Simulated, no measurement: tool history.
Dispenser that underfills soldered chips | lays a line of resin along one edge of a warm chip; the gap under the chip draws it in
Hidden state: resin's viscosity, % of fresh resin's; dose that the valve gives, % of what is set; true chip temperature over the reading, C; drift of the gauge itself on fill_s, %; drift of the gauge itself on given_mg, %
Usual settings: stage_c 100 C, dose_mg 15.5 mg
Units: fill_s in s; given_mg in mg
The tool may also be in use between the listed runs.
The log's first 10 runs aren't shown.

run   hour  stage_c  dose_mg  hours of work since the syringe was changed  hours of work since the valve was cleaned  hours of work since the stage was calibrated  fill_s  given_mg
 11   39.3      100     15.6                                            8                                          3                                            85    35.2     15.49
      39.9  -- new syringe of resin
 12   44.3      100     15.6                                            3                                          6                                            88    30.3     15.50
 13   47.0      110     15.6                                            4                                          7                                            89    20.6     15.55
 14   51.5      110     15.6                                            7                                         10                                            92    22.7     15.50
      53.0  -- new syringe of resin
 15   56.1      110     15.6                                            2                                         13                                            95    18.5     15.41
 16   59.2      100     17.5                                            4                                         15                                            97    30.7     17.36
 17   63.5      100     17.5                                            6                                         17                                            99    32.8     17.31
 18   65.7      100     17.5                                            8                                         19                                           101    34.9     17.31
      66.3  -- new syringe of resin
 19   70.4      100     17.5                                            2                                         21                                           103    29.3     17.29
 20   74.0      100     17.5                                            5                                         23                                           105    30.5     17.23
 21   76.3      100     17.5                                            6                                         25                                           107    33.8     17.22
      79.3  -- new syringe of resin
 22   79.3       93     18.7                                            0                                         26                                           108    35.7     18.42
 23   82.7       93     18.7                                            2                                         29                                           111    38.1     18.49
 24   87.5      104     15.4                                            5                                         31                                           113    26.4     15.09
 25   89.5      104     15.4                                            6                                         33                                           115    27.9     15.15
      92.4  -- new syringe of resin
 26   92.4       96     13.3                                            0                                         34                                           116    33.5     13.14
 27   95.0      113     18.1                                            2                                         36                                           118    16.1     17.76
 28   98.1      108     15.5                                            3                                         38                                           120    21.6     15.22
 29  102.9      108     17.1                                            6                                         41                                           123    23.3     16.68
     105.2  -- dispensing valve cleaned and set on the balance
     106.6  -- new syringe of resin
 30  108.6       95     18.6                                            1                                          2                                           125    34.0     18.61
 31  112.4      101     19.1                                            4                                          4                                           128    29.2     19.03
 32  115.6      103     14.9                                            5                                          6                                           130    29.5     14.95
 33  118.5       96     14.9                                            7                                          8                                           131    41.9     14.92
     119.7  -- new syringe of resin
 34  122.7       96     14.9                                            2                                         10                                           134    34.7     14.84
 35  125.8       96     14.9                                            4                                         12                                           136    36.7     14.86

3 ways to go on from here, each from the tool as it stands after run 35. What would each give?
  A  130.4      101     17.0                                            7                                         15                                           138       ?         ?
  B  130.4      105     14.9                                            7                                         15                                           138       ?         ?
  C  130.4       88     14.5                                            7                                         15                                           138       ?         ?

run  fill_s  given_mg
  A    32.4     16.90
  B    28.0     14.81
  C    59.2     14.40
Without the tool's hidden state the same runs would have given:
run  fill_s  given_mg
  A    24.8     16.99
  B    21.7     14.89
  C    45.4     14.48

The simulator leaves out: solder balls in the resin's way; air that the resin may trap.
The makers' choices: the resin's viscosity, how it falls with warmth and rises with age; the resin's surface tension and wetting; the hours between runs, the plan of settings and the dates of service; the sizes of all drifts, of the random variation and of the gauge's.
